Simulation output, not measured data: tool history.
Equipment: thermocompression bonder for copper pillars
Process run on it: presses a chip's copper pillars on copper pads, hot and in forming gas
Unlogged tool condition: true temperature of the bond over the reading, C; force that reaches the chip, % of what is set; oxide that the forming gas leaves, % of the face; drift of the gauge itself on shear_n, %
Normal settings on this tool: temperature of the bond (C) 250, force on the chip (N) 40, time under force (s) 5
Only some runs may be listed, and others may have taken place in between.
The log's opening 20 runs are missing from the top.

run    hour  temperature of the bond (C)  force on the chip (N)  time under force (s)  hours of work since the heater was calibrated  hours of work since the force cell was calibrated  hours of work since the gas filter was changed  force that shears a chip off (N)
 21   720.9                          250                     31                    11                                           1152                                                650                                              34                              50.7
 22   753.9                          238                     34                     6                                           1178                                                676                                              60                              35.2
 23   774.8                          274                     34                     4                                           1195                                                692                                              77                              50.5
 24   796.1                          274                     34                     4                                           1212                                                709                                              94                              50.6
 25   828.5                          227                     38                     6                                           1237                                                735                                             119                              31.7
      842.2  -- heater calibrated with a thermocouple chip
 26   865.9                          226                     27                    13                                             19                                                763                                             147                              35.3
 27   907.5                          235                     60                     5                                             52                                                796                                             180                              43.2
 28   933.6                          250                     31                     5                                             72                                                817                                             201                              37.7
 29   968.7                          250                     34                     3                                            100                                                844                                             229                              32.3
 30  1002.1                          250                     43                    14                                            127                                                871                                             255                              63.5
 31  1026.6                          272                     58                    15                                            146                                                890                                             275                              86.4
     1030.2  -- forming gas filter changed
 32  1056.6                          233                     26                     3                                            169                                                914                                              21                              20.6
 33  1087.1                          238                     40                     7                                            194                                                938                                              45                              41.2
 34  1107.2                          260                     27                     7                                            210                                                954                                              61                              45.1
 35  1154.2                          260                     27                     7                                            247                                                991                                              98                              44.8
 36  1197.1                          260                     42                     3                                            281                                               1025                                             132                              41.5
 37  1237.6                          234                     53                     8                                            313                                               1057                                             164                              46.5

Run 38 comes next. What will it give?
 38  1259.7                          278                     54                     7                                            330                                               1075                                             182                                 ?

Run 38 measured force that shears a chip off (N) 73.8.
Take away the tool's hidden state, keep the run-to-run variation as it was, and the same run would have given force that shears a chip off (N) 76.5.
